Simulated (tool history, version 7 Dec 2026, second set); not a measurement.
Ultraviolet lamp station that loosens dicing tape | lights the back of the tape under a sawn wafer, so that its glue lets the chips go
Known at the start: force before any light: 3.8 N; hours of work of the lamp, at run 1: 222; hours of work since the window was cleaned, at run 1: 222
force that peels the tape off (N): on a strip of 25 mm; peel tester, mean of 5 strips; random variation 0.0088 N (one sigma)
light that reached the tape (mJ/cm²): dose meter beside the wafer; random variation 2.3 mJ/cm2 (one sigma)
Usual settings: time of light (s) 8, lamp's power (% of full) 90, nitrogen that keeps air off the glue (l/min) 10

run	hour	time of light (s)	lamp's power (% of full)	nitrogen that keeps air off the glue (l/min)	hours of work of the lamp	hours of work since the window was cleaned	force that peels the tape off (N)	light that reached the tape (mJ/cm²)
1	0	8	90	10	222	222	0.472	210
2	18.9	8	90	10	233	233	0.481	210
3	43.4	8	90	10	247	247	0.463	210
4	66.3	6	90	10	259	259	0.805	159
5	98.3	6	90	10	277	277	0.786	156
6	127.9	8	90	5	294	294	0.767	201
# hour 132.9: window cleaned of glue's vapour
7	150	5	92	9	306	9	0.935	141
8	181.9	6	64	12	323	27	1.076	119
9	203.3	6	64	12	335	39	1.037	118
10	229.1	6	64	12	350	54	1.084	113

Run 11 comes next. What will it give?
11	253	11	98	7	363	67	?	?

force that peels the tape off (N): 0.29
light that reached the tape (mJ/cm²): 319
Without the tool's hidden state the same run would have given force that peels the tape off (N) 0.229, light that reached the tape (mJ/cm²) 365.

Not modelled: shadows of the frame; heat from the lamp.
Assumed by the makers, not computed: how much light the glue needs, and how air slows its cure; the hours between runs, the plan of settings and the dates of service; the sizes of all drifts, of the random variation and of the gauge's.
